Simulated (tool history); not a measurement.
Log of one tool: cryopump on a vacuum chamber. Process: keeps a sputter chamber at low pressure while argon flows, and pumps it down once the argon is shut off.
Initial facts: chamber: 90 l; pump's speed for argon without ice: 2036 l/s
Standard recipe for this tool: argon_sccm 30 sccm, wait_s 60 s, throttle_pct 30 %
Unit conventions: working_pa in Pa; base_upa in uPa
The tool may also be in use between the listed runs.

Run 1, hour 0: usual settings. Result: working_pa 0.0856 Pa, base_upa 0.81 uPa.
Run 2, hour 32.5: usual settings but argon_sccm 21 sccm. Result: working_pa 0.0601 Pa, base_upa 0.79 uPa.
Run 3, hour 65.5: usual settings but argon_sccm 21 sccm. Result: working_pa 0.0601 Pa, base_upa 0.76 uPa.
Run 4, hour 98.5: usual settings but wait_s 201 s. Result: working_pa 0.0849 Pa, base_upa 0.39 uPa.
Run 5, hour 130.8: usual settings but argon_sccm 18 sccm. Result: working_pa 0.0531 Pa, base_upa 0.8 uPa.
Run 6, hour 156.1: usual settings but argon_sccm 22 sccm. Result: working_pa 0.0637 Pa, base_upa 0.82 uPa.
Run 7, hour 206: usual settings. Result: working_pa 0.087 Pa, base_upa 0.85 uPa.
Run 8, hour 255.4: usual settings but wait_s 66 s, throttle_pct 16 %. Result: working_pa 0.1598 Pa, base_upa 0.78 uPa.
Run 9, hour 288: usual settings but argon_sccm 53 sccm, wait_s 68 s, throttle_pct 16 %. Result: working_pa 0.2848 Pa, base_upa 0.77 uPa.
Run 10, hour 322.4: usual settings but wait_s 128 s, throttle_pct 56 %. Result: working_pa 0.0505 Pa, base_upa 0.53 uPa.
Run 11, hour 374.3: usual settings but wait_s 128 s, throttle_pct 56 %. Result: working_pa 0.0501 Pa, base_upa 0.54 uPa.
Run 12, hour 404.8: usual settings but wait_s 94 s, throttle_pct 52 %. Result: working_pa 0.054 Pa, base_upa 0.65 uPa.
Run 13, hour 448.8: usual settings but wait_s 94 s, throttle_pct 52 %. Result: working_pa 0.0538 Pa, base_upa 0.64 uPa.

Here are 3 independent what-if runs from the current tool condition. What would each one return?
Run A, hour 489: usual settings but wait_s 29 s. Result: working_pa ?, base_upa ?.
Run B, hour 489: usual settings but argon_sccm 29 sccm, wait_s 94 s, throttle_pct 51 %. Result: working_pa ?, base_upa ?.
Run C, hour 489: usual settings but wait_s 20 s, throttle_pct 50 %. Result: working_pa ?, base_upa ?.

run  working_pa  base_upa
  A      0.0892      1.51
  B       0.053       0.7
  C      0.0559         2
With no hidden state in the tool, these same runs would have given:
run  working_pa  base_upa
  A      0.0829      1.35
  B      0.0469      0.55
  C      0.0496      1.85

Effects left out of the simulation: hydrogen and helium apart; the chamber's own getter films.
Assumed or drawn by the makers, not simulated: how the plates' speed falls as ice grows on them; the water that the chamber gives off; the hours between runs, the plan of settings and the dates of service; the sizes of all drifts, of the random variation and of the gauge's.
